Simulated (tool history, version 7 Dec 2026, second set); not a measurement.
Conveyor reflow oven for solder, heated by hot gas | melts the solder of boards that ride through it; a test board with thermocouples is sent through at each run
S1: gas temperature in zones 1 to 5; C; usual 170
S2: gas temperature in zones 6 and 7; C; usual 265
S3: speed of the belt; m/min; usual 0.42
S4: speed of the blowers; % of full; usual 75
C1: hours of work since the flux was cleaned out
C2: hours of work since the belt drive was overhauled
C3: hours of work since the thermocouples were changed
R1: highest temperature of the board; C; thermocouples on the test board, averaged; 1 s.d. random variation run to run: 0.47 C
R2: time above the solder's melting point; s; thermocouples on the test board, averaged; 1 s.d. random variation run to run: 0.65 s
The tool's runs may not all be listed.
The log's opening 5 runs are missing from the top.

run	hour	S1	S2	S3	S4	C1	C2	C3	R1	R2
6	309.5	170	265	0.424	75	176	794	167	253.1	76.4
7	357.3	170	265	0.42	75	212	830	203	252.6	78
8	428.4	170	265	0.42	75	266	884	258	253.4	77.5
9	475.5	170	265	0.496	75	302	920	294	247	59.6
10	527.5	170	265	0.421	75	342	960	333	251.7	76.2
11	562.5	168	265	0.42	75	369	987	360	250.9	74.5
12	628.1	168	265	0.42	75	419	1037	410	251.6	75.1
# hour 665: flux residue cleaned out of gas plates and filters
13	670	168	265	0.42	75	4	1065	438	253.6	78.9
# hour 679.9: belt drive overhauled, speed set with a stopwatch
14	709.8	168	280	0.42	75	31	23	466	267.7	90.5
15	757.1	164	265	0.42	75	67	59	502	252.6	77.9
16	808.6	164	265	0.42	75	107	98	541	253.3	77.4
17	858.8	182	254	0.473	76	145	137	579	242.9	65.4
# hour 922.3: thermocouples of zones 6 and 7 changed
18	929.1	163	257	0.377	65	197	189	5	247.4	81.2

Predict the results of run 19:
19	982.3	180	260	0.42	75	238	229	46	?	?

R1: 250.2 C
R2: 82.3 s
Had the tool carried no hidden state, the very same run would have given R1 250.7 C, R2 78 s.
